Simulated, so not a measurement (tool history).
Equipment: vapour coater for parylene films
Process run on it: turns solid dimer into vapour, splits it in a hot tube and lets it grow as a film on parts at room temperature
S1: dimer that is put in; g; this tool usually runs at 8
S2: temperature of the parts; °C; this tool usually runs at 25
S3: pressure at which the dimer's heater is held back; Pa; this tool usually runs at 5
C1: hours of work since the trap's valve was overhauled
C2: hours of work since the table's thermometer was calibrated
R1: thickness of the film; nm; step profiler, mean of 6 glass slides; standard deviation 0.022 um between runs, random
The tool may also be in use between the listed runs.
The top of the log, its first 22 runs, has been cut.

run    hour  S1  S2    S3   C1    C2    R1
 23  1178.9   8  30     5  284  1499  1110
 24  1220.7   8  23     5  318  1533  1480
     1252.8  -- trap's valve overhauled
 25  1275.5  12  36   4.2   19  1576  1340
 26  1322.1  12  36   4.2   58  1614  1330
 27  1355.9  12  36   4.2   86  1642  1340
 28  1428.3  12  36   4.2  146  1703  1300
 29    1474   3  20  2.64  184  1741   630
 30  1535.9   5  20     5  235  1792  1070

Here are 3 independent what-if runs from the current tool condition. What would each one return?
  A  1568.7  12  26  3.46  263  1819   ?
  B  1568.7   4  26  5.12  263  1819   ?
  C  1568.7   4  21  2.38  263  1819   ?

run    R1
  A  2080
  B   660
  C   910
Stripped of hidden state, with their random variation kept, the same runs would have yielded:
run    R1
  A  2080
  B   660
  C   910
